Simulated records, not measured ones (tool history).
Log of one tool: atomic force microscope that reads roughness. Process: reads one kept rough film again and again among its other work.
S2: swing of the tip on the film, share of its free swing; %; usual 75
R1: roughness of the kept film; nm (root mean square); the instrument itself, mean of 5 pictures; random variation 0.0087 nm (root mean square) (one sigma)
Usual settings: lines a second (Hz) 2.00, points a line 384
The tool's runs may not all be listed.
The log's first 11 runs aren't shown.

{"hour": 148.4, "done": "height scale calibrated on a step standard"}
{"run": 12, "hour": 156.2, "lines a second (Hz)": 2.0, "S2": 66, "points a line": 384, "R1": 2.529}
{"run": 13, "hour": 176.0, "lines a second (Hz)": 0.73, "S2": 66, "points a line": 384, "R1": 2.659}
{"run": 14, "hour": 190.2, "lines a second (Hz)": 0.73, "S2": 66, "points a line": 384, "R1": 2.638}
{"run": 15, "hour": 205.6, "lines a second (Hz)": 0.73, "S2": 66, "points a line": 384, "R1": 2.636}
{"run": 16, "hour": 227.6, "lines a second (Hz)": 0.73, "S2": 66, "points a line": 384, "R1": 2.638}
{"hour": 238.3, "done": "height scale calibrated on a step standard, once more"}
{"run": 17, "hour": 250.7, "lines a second (Hz)": 3.64, "S2": 75, "points a line": 292, "R1": 2.154}
{"hour": 264.1, "done": "new tip fitted"}
{"run": 18, "hour": 265.6, "lines a second (Hz)": 3.64, "S2": 75, "points a line": 292, "R1": 2.195}
{"run": 19, "hour": 280.8, "lines a second (Hz)": 3.18, "S2": 75, "points a line": 292, "R1": 2.246}
{"run": 20, "hour": 291.2, "lines a second (Hz)": 2.82, "S2": 57, "points a line": 733, "R1": 2.562}
{"run": 21, "hour": 313.4, "lines a second (Hz)": 0.75, "S2": 78, "points a line": 666, "R1": 2.561}
{"run": 22, "hour": 334.5, "lines a second (Hz)": 0.75, "S2": 78, "points a line": 666, "R1": 2.548}
{"run": 23, "hour": 346.7, "lines a second (Hz)": 0.59, "S2": 61, "points a line": 281, "R1": 2.646}
{"run": 24, "hour": 367.8, "lines a second (Hz)": 2.0, "S2": 75, "points a line": 986, "R1": 2.361}
{"run": 25, "hour": 381.8, "lines a second (Hz)": 2.0, "S2": 75, "points a line": 936, "R1": 2.357}
{"hour": 388.4, "done": "new tip fitted"}
{"run": 26, "hour": 398.4, "lines a second (Hz)": 2.0, "S2": 71, "points a line": 936, "R1": 2.469}
{"run": 27, "hour": 410.6, "lines a second (Hz)": 2.0, "S2": 75, "points a line": 787, "R1": 2.407}
{"run": 28, "hour": 420.8, "lines a second (Hz)": 2.0, "S2": 75, "points a line": 575, "R1": 2.399}
{"run": 29, "hour": 441.6, "lines a second (Hz)": 0.52, "S2": 79, "points a line": 354, "R1": 2.607}
{"run": 30, "hour": 453.9, "lines a second (Hz)": 1.05, "S2": 61, "points a line": 434, "R1": 2.613}
{"run": 31, "hour": 469.4, "lines a second (Hz)": 1.05, "S2": 61, "points a line": 434, "R1": 2.621}
{"run": 32, "hour": 488.7, "lines a second (Hz)": 2.0, "S2": 75, "points a line": 734, "R1": 2.364}

Forecast each of these 5 alternatives for the next run:
{"run": "A", "hour": 500.1, "lines a second (Hz)": 3.26, "S2": 75, "points a line": 313, "R1": "?"}
{"run": "B", "hour": 500.1, "lines a second (Hz)": 2.0, "S2": 82, "points a line": 734, "R1": "?"}
{"run": "C", "hour": 500.1, "lines a second (Hz)": 2.0, "S2": 80, "points a line": 460, "R1": "?"}
{"run": "D", "hour": 500.1, "lines a second (Hz)": 1.31, "S2": 73, "points a line": 285, "R1": "?"}
{"run": "E", "hour": 500.1, "lines a second (Hz)": 0.9, "S2": 60, "points a line": 531, "R1": "?"}

run=A R1=2.191
run=B R1=2.253
run=C R1=2.291
run=D R1=2.478
run=E R1=2.590
Without the tool's hidden state the same runs would have given:
run=A R1=2.238
run=B R1=2.300
run=C R1=2.339
run=D R1=2.530
run=E R1=2.645
